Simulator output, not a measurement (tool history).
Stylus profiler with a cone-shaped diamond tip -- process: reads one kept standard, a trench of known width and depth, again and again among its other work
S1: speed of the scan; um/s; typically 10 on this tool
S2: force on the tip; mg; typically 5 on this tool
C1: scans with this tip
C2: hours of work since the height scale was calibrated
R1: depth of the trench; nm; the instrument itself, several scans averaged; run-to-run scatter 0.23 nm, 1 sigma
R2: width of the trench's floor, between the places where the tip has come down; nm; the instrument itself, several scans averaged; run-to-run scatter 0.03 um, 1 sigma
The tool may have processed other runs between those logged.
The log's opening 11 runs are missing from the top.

run	hour	S1	S2	C1	C2	R1	R2
12	906.7	10	5	4392	340	1024.23	25180
13	963.2	10	5	4763	369	1024.43	25120
14	1016.6	10	2.13	5114	396	1014.89	25010
15	1124.4	10	5	5822	451	1025.22	24930
16	1184.5	20	5	6217	482	1025.04	24730
17	1246.5	30	5	6625	513	1024.85	24690
18	1373.2	7	5.79	7457	578	1027.82	24520
# hour 1384.5: height scale calibrated on a step standard
19	1503	22	4.37	8307	60	1024.46	24270
20	1609.4	34	10.06	9006	115	1040.72	24190

What does the tool deliver on the next run?
21	1691.9	22	10.06	9548	157	?	?

Run 21 gave R1 1040.94 nm, R2 24050 nm.
Minus the tool's unlogged condition, the same run would have read R1 1036.89 nm, R2 26500 nm.
